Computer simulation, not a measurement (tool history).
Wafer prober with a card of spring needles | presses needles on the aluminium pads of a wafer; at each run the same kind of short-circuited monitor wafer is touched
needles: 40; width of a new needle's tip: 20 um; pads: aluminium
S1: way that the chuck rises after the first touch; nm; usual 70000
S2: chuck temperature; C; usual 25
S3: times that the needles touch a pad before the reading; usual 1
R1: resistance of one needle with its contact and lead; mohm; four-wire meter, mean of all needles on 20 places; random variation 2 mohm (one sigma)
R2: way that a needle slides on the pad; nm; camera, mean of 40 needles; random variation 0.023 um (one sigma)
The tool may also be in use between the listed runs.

run 1 day=0 | S1=70000 S2=25 S3=1 | R1=218 R2=9940
-- day=0.729 tips cleaned on abrasive film
run 2 day=1.229 | S1=70000 S2=25 S3=1 | R1=216 R2=9910
-- day=1.475 tips cleaned on abrasive film
run 3 day=2.142 | S1=70000 S2=25 S3=1 | R1=214 R2=9870
-- day=2.2 tips cleaned on abrasive film
run 4 day=2.892 | S1=70000 S2=25 S3=1 | R1=219 R2=9910
-- day=3.012 tips cleaned on abrasive film
-- day=3.783 tips cleaned on abrasive film
run 5 day=4.167 | S1=70000 S2=25 S3=1 | R1=212 R2=9890
-- day=4.546 tips cleaned on abrasive film
-- day=5.288 tips cleaned on abrasive film
run 6 day=5.471 | S1=70000 S2=35 S3=1 | R1=218 R2=9890
-- day=6.042 tips cleaned on abrasive film
run 7 day=6.725 | S1=70000 S2=25 S3=1 | R1=216 R2=9900
-- day=6.85 tips cleaned on abrasive film
run 8 day=7.529 | S1=70000 S2=25 S3=1 | R1=217 R2=9870
-- day=7.604 tips cleaned on abrasive film
-- day=8.371 tips cleaned on abrasive film
run 9 day=8.554 | S1=70000 S2=25 S3=1 | R1=219 R2=9880
-- day=9.104 tips cleaned on abrasive film
-- day=9.579 height of the first contact set anew
-- day=9.854 tips cleaned on abrasive film
run 10 day=9.854 | S1=70000 S2=25 S3=1 | R1=214 R2=9850
-- day=10.558 tips cleaned on abrasive film
run 11 day=11.138 | S1=70000 S2=25 S3=1 | R1=217 R2=9850
-- day=11.342 tips cleaned on abrasive film
-- day=12.058 tips cleaned on abrasive film
run 12 day=12.383 | S1=70000 S2=25 S3=1 | R1=219 R2=9870
-- day=12.829 tips cleaned on abrasive film
run 13 day=13.242 | S1=70000 S2=25 S3=1 | R1=219 R2=9830
-- day=13.554 tips cleaned on abrasive film
run 14 day=14.246 | S1=70000 S2=25 S3=1 | R1=218 R2=9870
-- day=14.338 tips cleaned on abrasive film
-- day=15.062 tips cleaned on abrasive film
run 15 day=15.317 | S1=70000 S2=25 S3=1 | R1=218 R2=9820
-- day=15.783 tips cleaned on abrasive film
-- day=16.508 tips cleaned on abrasive film
run 16 day=16.508 | S1=70000 S2=25 S3=1 | R1=217 R2=9830
run 17 day=17.096 | S1=70000 S2=74 S3=3 | R1=231 R2=9810
-- day=17.288 tips cleaned on abrasive film
run 18 day=17.883 | S1=70000 S2=74 S3=3 | R1=224 R2=9790
-- day=18.004 tips cleaned on abrasive film
-- day=18.729 tips cleaned on abrasive film
run 19 day=19.112 | S1=70000 S2=31 S3=3 | R1=217 R2=9810
-- day=19.492 tips cleaned on abrasive film
-- day=20.2 tips cleaned on abrasive film
run 20 day=20.392 | S1=70000 S2=31 S3=3 | R1=218 R2=9790
-- day=20.938 tips cleaned on abrasive film
run 21 day=21.225 | S1=70000 S2=69 S3=2 | R1=226 R2=9760
-- day=21.65 tips cleaned on abrasive film
run 22 day=21.875 | S1=70000 S2=69 S3=2 | R1=226 R2=9790
-- day=22.4 tips cleaned on abrasive film
run 23 day=22.442 | S1=70000 S2=75 S3=1 | R1=225 R2=9800
-- day=23.162 tips cleaned on abrasive film
run 24 day=23.6 | S1=85000 S2=101 S3=2 | R1=231 R2=11890
-- day=23.875 tips cleaned on abrasive film
-- day=24.629 tips cleaned on abrasive film
run 25 day=24.629 | S1=55000 S2=44 S3=1 | R1=223 R2=7680
-- day=25.367 tips cleaned on abrasive film
run 26 day=25.829 | S1=55000 S2=44 S3=1 | R1=222 R2=7650
-- day=26.138 tips cleaned on abrasive film
run 27 day=26.462 | S1=55000 S2=44 S3=1 | R1=223 R2=7650
-- day=26.883 tips cleaned on abrasive film
-- day=27.304 gauge calibrated
run 28 day=27.433 | S1=81000 S2=49 S3=2 | R1=222 R2=11500
-- day=27.592 tips cleaned on abrasive film
-- day=28.133 height of the first contact set anew
-- day=28.346 tips cleaned on abrasive film
run 29 day=28.546 | S1=81000 S2=49 S3=2 | R1=217 R2=11500
-- day=29.062 tips cleaned on abrasive film
run 30 day=29.7 | S1=64000 S2=105 S3=1 | R1=239 R2=9080
-- day=29.808 tips cleaned on abrasive film
-- day=30.538 tips cleaned on abrasive film
run 31 day=30.683 | S1=72000 S2=25 S3=2 | R1=215 R2=10230
-- day=31.267 tips cleaned on abrasive film
run 32 day=31.417 | S1=72000 S2=25 S3=2 | R1=214 R2=10220

Forecast each of these 4 alternatives for the next run:
-- day=32.067 tips cleaned on abrasive film
run A day=32.446 | S1=70000 S2=25 S3=2 | R1=? R2=?
-- day=32.067 tips cleaned on abrasive film
run B day=32.446 | S1=59000 S2=25 S3=3 | R1=? R2=?
-- day=32.067 tips cleaned on abrasive film
run C day=32.446 | S1=80000 S2=65 S3=2 | R1=? R2=?
-- day=32.067 tips cleaned on abrasive film
run D day=32.446 | S1=72000 S2=105 S3=2 | R1=? R2=?

run=A R1=214 R2=9910
run=B R1=217 R2=8360
run=C R1=225 R2=11320
run=D R1=237 R2=10220
Without the tool's hidden state the same runs would have given:
run=A R1=214 R2=9940
run=B R1=216 R2=8390
run=C R1=224 R2=11350
run=D R1=237 R2=10260
